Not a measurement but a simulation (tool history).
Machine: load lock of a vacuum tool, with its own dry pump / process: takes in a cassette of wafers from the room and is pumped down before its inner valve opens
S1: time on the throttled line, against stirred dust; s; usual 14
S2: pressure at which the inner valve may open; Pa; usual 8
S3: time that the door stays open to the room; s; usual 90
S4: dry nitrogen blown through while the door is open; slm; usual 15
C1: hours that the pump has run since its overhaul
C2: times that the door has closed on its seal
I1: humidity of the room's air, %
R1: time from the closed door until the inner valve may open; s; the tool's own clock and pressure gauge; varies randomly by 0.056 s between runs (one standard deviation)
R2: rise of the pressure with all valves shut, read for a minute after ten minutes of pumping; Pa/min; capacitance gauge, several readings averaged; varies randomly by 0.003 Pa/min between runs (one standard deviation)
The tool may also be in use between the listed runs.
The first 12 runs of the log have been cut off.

| run | day | S1 | S2 | S3 | S4 | C1 | C2 | I1 | R1 | R2 |
|---|---|---|---|---|---|---|---|---|---|---|
| 13 | 253.808 | 14 | 8 | 65 | 15 | 7255 | 18623 | 44.5 | 25.01 | 0.098 |
| 14 | 274.779 | 14 | 8 | 65 | 15 | 7759 | 19788 | 43.1 | 25.11 | 0.102 |
| 15 | 289.483 | 14 | 8 | 65 | 15 | 8112 | 20604 | 43.4 | 25.15 | 0.112 |
| 16 | 311.329 | 14 | 8 | 65 | 15 | 8636 | 21817 | 42.3 | 25.28 | 0.118 |
| 17 | 335.758 | 14 | 14 | 90 | 15 | 9222 | 23174 | 46.7 | 24.45 | 0.133 |
| 18 | 365.304 | 14 | 14 | 90 | 4 | 9931 | 24815 | 44 | 24.49 | 0.159 |
|  | 376.946 | dry pump taken out, an overhauled one fitted |
| 19 | 379.221 | 14 | 14 | 90 | 4 | 55 | 25574 | 42 | 23.55 | 0.163 |
| 20 | 392.367 | 14 | 14 | 90 | 4 | 370 | 26304 | 40.8 | 23.64 | 0.164 |
| 21 | 407.792 | 12 | 9 | 90 | 15 | 740 | 27161 | 42.9 | 22.71 | 0.156 |
| 22 | 428.162 | 12 | 9 | 90 | 23 | 1229 | 28292 | 43.4 | 22.82 | 0.153 |
| 23 | 444.971 | 10 | 9 | 90 | 23 | 1633 | 29225 | 44.1 | 21.24 | 0.166 |
| 24 | 465.183 | 10 | 14 | 170 | 7 | 2118 | 30348 | 47.6 | 20.72 | 0.207 |
| 25 | 480.604 | 10 | 14 | 170 | 7 | 2488 | 31204 | 46.8 | 20.87 | 0.206 |
| 26 | 503.217 | 11 | 14 | 54 | 5 | 3031 | 32460 | 44.4 | 21.6 | 0.191 |
| 27 | 523.5 | 11 | 14 | 54 | 5 | 3517 | 33587 | 43.4 | 21.69 | 0.203 |
| 28 | 550.733 | 11 | 14 | 142 | 10 | 4171 | 35099 | 48 | 21.77 | 0.227 |
| 29 | 579.217 | 11 | 9 | 142 | 19 | 4855 | 36681 | 48.2 | 22.45 | 0.229 |
| 30 | 602.883 | 26 | 13 | 26 | 28 | 5422 | 37995 | 48.7 | 33.32 | 0.219 |
| 31 | 615.567 | 26 | 13 | 26 | 28 | 5727 | 38700 | 44.8 | 33.25 | 0.226 |

For run 32, what comes out?
| 32 | 637.962 | 14 | 14 | 90 | 5 | 6264 | 39943 | 49.7 | ? | ? |

Run 32 measured R1 24.34 s, R2 0.28 Pa/min.
Take away the tool's hidden state, keep the run-to-run variation as it was, and the same run would have given R1 23.55 s, R2 0.064 Pa/min.
